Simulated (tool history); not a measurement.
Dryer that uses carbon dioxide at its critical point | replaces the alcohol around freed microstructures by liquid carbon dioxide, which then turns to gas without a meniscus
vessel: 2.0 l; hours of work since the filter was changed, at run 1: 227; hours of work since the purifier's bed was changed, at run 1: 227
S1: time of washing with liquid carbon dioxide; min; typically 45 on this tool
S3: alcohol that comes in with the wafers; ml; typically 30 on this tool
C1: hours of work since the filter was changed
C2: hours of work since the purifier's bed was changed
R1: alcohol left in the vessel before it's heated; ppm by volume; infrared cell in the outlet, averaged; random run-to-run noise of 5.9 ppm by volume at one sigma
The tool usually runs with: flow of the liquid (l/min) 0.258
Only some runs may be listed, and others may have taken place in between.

run 1 hour=0 | S1=45 flow_of_the_liquid_(l/min)=0.258 S3=30 | C1=227 C2=227 | R1=532
-- hour=6.6 inlet filter changed
run 2 hour=36.9 | S1=45 flow_of_the_liquid_(l/min)=0.258 S3=49 | C1=18 C2=248 | R1=436
run 3 hour=85 | S1=45 flow_of_the_liquid_(l/min)=0.258 S3=28 | C1=46 C2=276 | R1=314
run 4 hour=146.3 | S1=45 flow_of_the_liquid_(l/min)=0.258 S3=28 | C1=82 C2=312 | R1=366
run 5 hour=178.5 | S1=45 flow_of_the_liquid_(l/min)=0.258 S3=30 | C1=101 C2=331 | R1=401
run 6 hour=210.7 | S1=45 flow_of_the_liquid_(l/min)=0.258 S3=30 | C1=120 C2=350 | R1=419
run 7 hour=276.5 | S1=45 flow_of_the_liquid_(l/min)=0.258 S3=30 | C1=159 C2=389 | R1=482
run 8 hour=306.8 | S1=45 flow_of_the_liquid_(l/min)=0.258 S3=66 | C1=177 C2=407 | R1=955
run 9 hour=346.6 | S1=45 flow_of_the_liquid_(l/min)=0.258 S3=66 | C1=200 C2=431 | R1=987
run 10 hour=388.1 | S1=45 flow_of_the_liquid_(l/min)=0.258 S3=66 | C1=225 C2=455 | R1=1077
-- hour=398.9 inlet filter changed
run 11 hour=424 | S1=45 flow_of_the_liquid_(l/min)=0.175 S3=30 | C1=15 C2=476 | R1=980
run 12 hour=461.4 | S1=45 flow_of_the_liquid_(l/min)=0.175 S3=58 | C1=37 C2=498 | R1=1831
run 13 hour=514.2 | S1=35 flow_of_the_liquid_(l/min)=0.258 S3=30 | C1=68 C2=529 | R1=815
run 14 hour=550 | S1=45 flow_of_the_liquid_(l/min)=0.174 S3=30 | C1=89 C2=550 | R1=1134
run 15 hour=599.3 | S1=45 flow_of_the_liquid_(l/min)=0.174 S3=30 | C1=118 C2=579 | R1=1235
-- hour=640.4 purifier's bed changed
run 16 hour=657.8 | S1=45 flow_of_the_liquid_(l/min)=0.174 S3=30 | C1=151 C2=10 | R1=1131
run 17 hour=719.5 | S1=45 flow_of_the_liquid_(l/min)=0.319 S3=30 | C1=187 C2=47 | R1=187
run 18 hour=785.7 | S1=45 flow_of_the_liquid_(l/min)=0.433 S3=30 | C1=226 C2=86 | R1=72
-- hour=791.8 inlet filter changed
run 19 hour=846.9 | S1=45 flow_of_the_liquid_(l/min)=0.433 S3=30 | C1=32 C2=121 | R1=59
run 20 hour=894.5 | S1=45 flow_of_the_liquid_(l/min)=0.433 S3=30 | C1=61 C2=149 | R1=84
run 21 hour=962 | S1=45 flow_of_the_liquid_(l/min)=0.433 S3=30 | C1=100 C2=189 | R1=105
run 22 hour=1032.3 | S1=45 flow_of_the_liquid_(l/min)=0.433 S3=30 | C1=142 C2=230 | R1=120
run 23 hour=1101.7 | S1=45 flow_of_the_liquid_(l/min)=0.433 S3=30 | C1=183 C2=271 | R1=136
run 24 hour=1134 | S1=45 flow_of_the_liquid_(l/min)=0.433 S3=30 | C1=202 C2=290 | R1=164
run 25 hour=1172.5 | S1=45 flow_of_the_liquid_(l/min)=0.362 S3=30 | C1=224 C2=313 | R1=238
-- hour=1181.7 inlet filter changed
run 26 hour=1223.8 | S1=56 flow_of_the_liquid_(l/min)=0.192 S3=23 | C1=25 C2=343 | R1=359
run 27 hour=1254.6 | S1=45 flow_of_the_liquid_(l/min)=0.38 S3=30 | C1=43 C2=361 | R1=182
run 28 hour=1311.7 | S1=45 flow_of_the_liquid_(l/min)=0.258 S3=103 | C1=77 C2=395 | R1=1035
run 29 hour=1375.8 | S1=39 flow_of_the_liquid_(l/min)=0.256 S3=47 | C1=114 C2=432 | R1=964
run 30 hour=1439.7 | S1=45 flow_of_the_liquid_(l/min)=0.258 S3=21 | C1=152 C2=470 | R1=411
run 31 hour=1469.1 | S1=41 flow_of_the_liquid_(l/min)=0.186 S3=38 | C1=169 C2=487 | R1=1772
run 32 hour=1498.1 | S1=41 flow_of_the_liquid_(l/min)=0.309 S3=38 | C1=187 C2=505 | R1=535
run 33 hour=1547.8 | S1=32 flow_of_the_liquid_(l/min)=0.353 S3=93 | C1=216 C2=534 | R1=1704
-- hour=1572.7 inlet filter changed
run 34 hour=1584.2 | S1=32 flow_of_the_liquid_(l/min)=0.353 S3=100 | C1=7 C2=555 | R1=1051
run 35 hour=1647 | S1=32 flow_of_the_liquid_(l/min)=0.353 S3=32 | C1=44 C2=592 | R1=524
-- hour=1665.7 purifier's bed changed
run 36 hour=1714.1 | S1=45 flow_of_the_liquid_(l/min)=0.398 S3=25 | C1=82 C2=29 | R1=46
run 37 hour=1771.7 | S1=35 flow_of_the_liquid_(l/min)=0.258 S3=30 | C1=116 C2=63 | R1=749
run 38 hour=1817.4 | S1=54 flow_of_the_liquid_(l/min)=0.175 S3=42 | C1=143 C2=89 | R1=933
run 39 hour=1850.5 | S1=65 flow_of_the_liquid_(l/min)=0.291 S3=33 | C1=162 C2=109 | R1=79
run 40 hour=1908.4 | S1=40 flow_of_the_liquid_(l/min)=0.173 S3=87 | C1=196 C2=143 | R1=4706
run 41 hour=1945.9 | S1=45 flow_of_the_liquid_(l/min)=0.283 S3=30 | C1=218 C2=165 | R1=364
-- hour=1964.9 inlet filter changed
run 42 hour=1996.9 | S1=45 flow_of_the_liquid_(l/min)=0.283 S3=30 | C1=19 C2=195 | R1=228
run 43 hour=2052.2 | S1=34 flow_of_the_liquid_(l/min)=0.155 S3=64 | C1=52 C2=227 | R1=4728
run 44 hour=2121.3 | S1=30 flow_of_the_liquid_(l/min)=0.19 S3=92 | C1=92 C2=268 | R1=6279
run 45 hour=2192.3 | S1=30 flow_of_the_liquid_(l/min)=0.426 S3=21 | C1=134 C2=310 | R1=278

What differs in the tool's unlogged condition from the final listed run ahead of each entry between runs to the first listed run following it?
Run 1 -> run 2: inlet filter changed (hour 6.6)
  flow that reaches the vessel past the clogged filter, %: 82.2 -> 98.5; alcohol in the recycled carbon dioxide, ppm: 86.3 -> 94.4
  measured value less the no-hidden-state value, R1: +321 -> +110 ppm by volume
Run 10 -> run 11: inlet filter changed (hour 398.9)
  flow that reaches the vessel past the clogged filter, %: 83.2 -> 98.7; alcohol in the recycled carbon dioxide, ppm: 173.1 -> 180.9
  measured value less the no-hidden-state value, R1: +639 -> +207 ppm by volume
Run 15 -> run 16: purifier's bed changed (hour 640.4)
  flow that reaches the vessel past the clogged filter, %: 90.7 -> 88.2; alcohol in the recycled carbon dioxide, ppm: 221.2 -> 9.1
  measured value less the no-hidden-state value, R1: +457 -> +337 ppm by volume
Run 18 -> run 19: inlet filter changed (hour 791.8)
  flow that reaches the vessel past the clogged filter, %: 82.8 -> 97.2; alcohol in the recycled carbon dioxide, ppm: 39.8 -> 53
  measured value less the no-hidden-state value, R1: +64 -> +51 ppm by volume
Run 25 -> run 26: inlet filter changed (hour 1181.7)
  flow that reaches the vessel past the clogged filter, %: 83.4 -> 98.1; alcohol in the recycled carbon dioxide, ppm: 126.1 -> 137.8
  measured value less the no-hidden-state value, R1: +190 -> +149 ppm by volume
Run 33 -> run 34: inlet filter changed (hour 1572.7)
  flow that reaches the vessel past the clogged filter, %: 83.4 -> 99.1; alcohol in the recycled carbon dioxide, ppm: 209.9 -> 217.3
  measured value less the no-hidden-state value, R1: +947 -> +244 ppm by volume
Run 35 -> run 36: purifier's bed changed (hour 1665.7)
  flow that reaches the vessel past the clogged filter, %: 96.4 -> 93.4; alcohol in the recycled carbon dioxide, ppm: 231.3 -> 16.8
  measured value less the no-hidden-state value, R1: +266 -> +21 ppm by volume
Run 41 -> run 42: inlet filter changed (hour 1964.9)
  flow that reaches the vessel past the clogged filter, %: 83.2 -> 97.7; alcohol in the recycled carbon dioxide, ppm: 65.5 -> 76.9
  measured value less the no-hidden-state value, R1: +224 -> +89 ppm by volume
